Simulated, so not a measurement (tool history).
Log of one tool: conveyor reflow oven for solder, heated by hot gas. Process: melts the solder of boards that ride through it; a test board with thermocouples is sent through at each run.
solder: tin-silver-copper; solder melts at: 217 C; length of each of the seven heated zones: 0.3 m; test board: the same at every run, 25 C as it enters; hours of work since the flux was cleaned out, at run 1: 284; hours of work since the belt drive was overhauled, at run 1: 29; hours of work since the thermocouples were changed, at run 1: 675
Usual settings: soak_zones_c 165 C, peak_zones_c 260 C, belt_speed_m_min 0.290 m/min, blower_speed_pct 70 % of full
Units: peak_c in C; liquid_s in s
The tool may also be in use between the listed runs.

| run | hour | soak_zones_c | peak_zones_c | belt_speed_m_min | blower_speed_pct | hours of work since the flux was cleaned out | hours of work since the belt drive was overhauled | hours of work since the thermocouples were changed | peak_c | liquid_s |
|---|---|---|---|---|---|---|---|---|---|---|
| 1 | 0.0 | 165 | 260 | 0.290 | 70 | 284 | 29 | 675 | 248.2 | 87.18 |
| 2 | 8.0 | 165 | 260 | 0.290 | 70 | 288 | 33 | 679 | 248.1 | 87.04 |
| 3 | 15.7 | 160 | 260 | 0.290 | 70 | 291 | 36 | 682 | 247.6 | 83.77 |
| 4 | 22.0 | 160 | 260 | 0.290 | 70 | 294 | 39 | 685 | 247.6 | 83.82 |
| 5 | 31.0 | 160 | 260 | 0.290 | 70 | 298 | 43 | 689 | 247.4 | 83.90 |
| 6 | 37.6 | 165 | 266 | 0.290 | 70 | 301 | 46 | 692 | 253.7 | 93.23 |
| 7 | 43.3 | 165 | 260 | 0.253 | 70 | 304 | 49 | 695 | 250.8 | 106.54 |
| 8 | 50.6 | 176 | 260 | 0.253 | 70 | 307 | 52 | 698 | 252.0 | 113.98 |
| 9 | 60.4 | 165 | 260 | 0.290 | 70 | 312 | 57 | 703 | 247.9 | 86.88 |
| 10 | 68.1 | 165 | 260 | 0.290 | 69 | 315 | 60 | 706 | 248.0 | 86.71 |
| 11 | 77.3 | 179 | 252 | 0.261 | 60 | 319 | 64 | 710 | 243.2 | 100.21 |
| 12 | 82.0 | 179 | 252 | 0.243 | 86 | 322 | 67 | 713 | 246.1 | 116.19 |
| 13 | 87.6 | 179 | 252 | 0.243 | 86 | 324 | 69 | 715 | 246.1 | 116.55 |
| 14 | 92.9 | 165 | 268 | 0.318 | 58 | 327 | 72 | 718 | 250.9 | 80.00 |
| 15 | 101.3 | 165 | 268 | 0.247 | 58 | 330 | 76 | 721 | 257.8 | 115.84 |

Hidden state or all else? Some run-to-run changes of peak_c, split into what the settings, what came in and random variation would give without the hidden state, and what is left for the hidden state (with any gauge scatter that isn't in both results):
The hidden state here: heat that the gas passes to the board, % of a clean oven's; belt's true speed, % of the reading; true gas temperature in zones 6 and 7 over the reading, C; drift of the gauge itself on peak_c, C; drift of the gauge itself on liquid_s, %.
Run 8 -> 9: soak_zones_c 176 -> 165, belt_speed_m_min 0.253 -> 0.290. peak_c -4.1 C: hidden state -0.2, all else -3.9.
Run 14 -> 15: belt_speed_m_min 0.318 -> 0.247. peak_c +6.9 C: hidden state +0.1, all else +6.8.
